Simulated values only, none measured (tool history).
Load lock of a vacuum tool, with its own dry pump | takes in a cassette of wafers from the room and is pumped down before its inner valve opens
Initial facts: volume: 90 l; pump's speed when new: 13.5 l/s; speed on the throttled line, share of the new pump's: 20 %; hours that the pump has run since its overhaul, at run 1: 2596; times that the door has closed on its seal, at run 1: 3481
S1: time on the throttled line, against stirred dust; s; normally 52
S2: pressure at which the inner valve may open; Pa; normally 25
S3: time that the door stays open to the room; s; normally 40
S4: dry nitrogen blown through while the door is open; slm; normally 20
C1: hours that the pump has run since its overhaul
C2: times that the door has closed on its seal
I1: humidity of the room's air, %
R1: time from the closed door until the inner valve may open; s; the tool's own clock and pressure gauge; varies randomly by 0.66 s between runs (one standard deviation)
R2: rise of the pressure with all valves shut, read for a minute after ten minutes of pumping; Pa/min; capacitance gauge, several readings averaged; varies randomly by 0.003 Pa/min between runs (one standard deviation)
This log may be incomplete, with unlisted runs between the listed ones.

run      day  S1  S2   S3  S4    C1     C2    I1     R1     R2
  1    0.000  52  25   40  20  2596   3481  43.2   99.4  0.032
  2    5.608  52  25   40  15  2731   3732  43.4   98.5  0.037
  3    9.121  52  25   40  15  2815   3890  46.0  100.1  0.037
  4   13.812  33  25   40  20  2927   4100  44.2   85.2  0.033
  5   18.717  52  20   40  20  3045   4320  44.9  101.5  0.035
  6   22.600  52  20   40  20  3138   4495  43.5  101.5  0.033
  7   26.212  52  20   40  20  3225   4657  42.2  102.4  0.043
  8   30.262  52  20   40  20  3322   4838  39.8  102.8  0.036
  9   34.450  52  25   40  20  3423   5026  47.6  100.8  0.041
 10   39.642  52  25   40  39  3547   5259  41.5  101.0  0.033
 11   46.688  52  25   40  39  3716   5575  46.5   99.9  0.036
 12   50.458  52  25   40  39  3807   5744  45.8   99.7  0.038
 13   57.975  52  25   40  20  3987   6081  41.4  101.3  0.045
 14   63.821  52  25   40  20  4128   6343  45.2   99.9  0.050
 15   66.896  52  25  129  20  4201   6481  42.6  102.4  0.059
 16   73.879  52  25  129  20  4369   6794  44.6  101.5  0.060
 17   80.054  52  25  129  20  4517   7072  46.4  102.2  0.059
 18   86.821  52  37   40  20  4680   7375  49.7   99.2  0.063
 19   93.604  52  25   40  20  4842   7679  47.6  102.3  0.056
 20  100.646  66  42   60  20  5011   7995  46.8  108.8  0.068
 21  105.712  52  25   54  20  5133   8222  43.6  102.7  0.058
 22  111.083  28  19   40  20  5262   8463  39.6   87.0  0.056
 23  118.504  38  38   50  25  5440   8796  44.2   88.7  0.058
 24  123.762  38  49   50  25  5566   9032  44.5   88.0  0.062
 25  131.342  38  49   50  25  5748   9372  44.2   87.8  0.067
 26  137.750  52  25  161   4  5902   9659  43.4  101.7  0.110
 27  142.717  47  29   40  20  6021   9882  46.4   98.4  0.072
 28  147.612  44  29  127  13  6139  10102  41.0   96.2  0.092
 29  153.458  80  25  120  20  6279  10364  44.8  126.0  0.084
 30  160.908  27  26   26  10  6458  10698  43.9   84.5  0.081
 31  164.483  27  26   26  10  6544  10858  43.4   85.0  0.077
 32  169.483  41  25   28  11  6663  11083  49.6   96.0  0.080
 33  173.717  41  25   28  11  6765  11272  42.7   96.6  0.082
 34  179.392  59  30   68  45  6901  11527  43.8  107.7  0.075
 35  186.579  59  30   68  45  7074  11849  41.3  107.7  0.080
 36  192.442  36  33   40   7  7215  12112  45.5   90.2  0.098
 37  197.017  70  38   60   5  7324  12318  45.5  116.1  0.104
 38  204.233  27  38   60  14  7497  12641  46.1   82.6  0.100

Each row is a separate what-if for the run after 38, all from the same tool condition, not one after another. Results?
  A  210.246  52  38  40  35  7642  12911  41.2   ?   ?
  B  210.246  52  24  40  24  7642  12911  45.7   ?   ?
  C  210.246  52  25  40  36  7642  12911  42.2   ?   ?

run     R1     R2
  A  103.4  0.092
  B  105.4  0.094
  C  105.7  0.087
With no hidden state in the tool, these same runs would have given:
run    R1     R2
  A  95.7  0.014
  B  97.2  0.018
  C  97.5  0.012
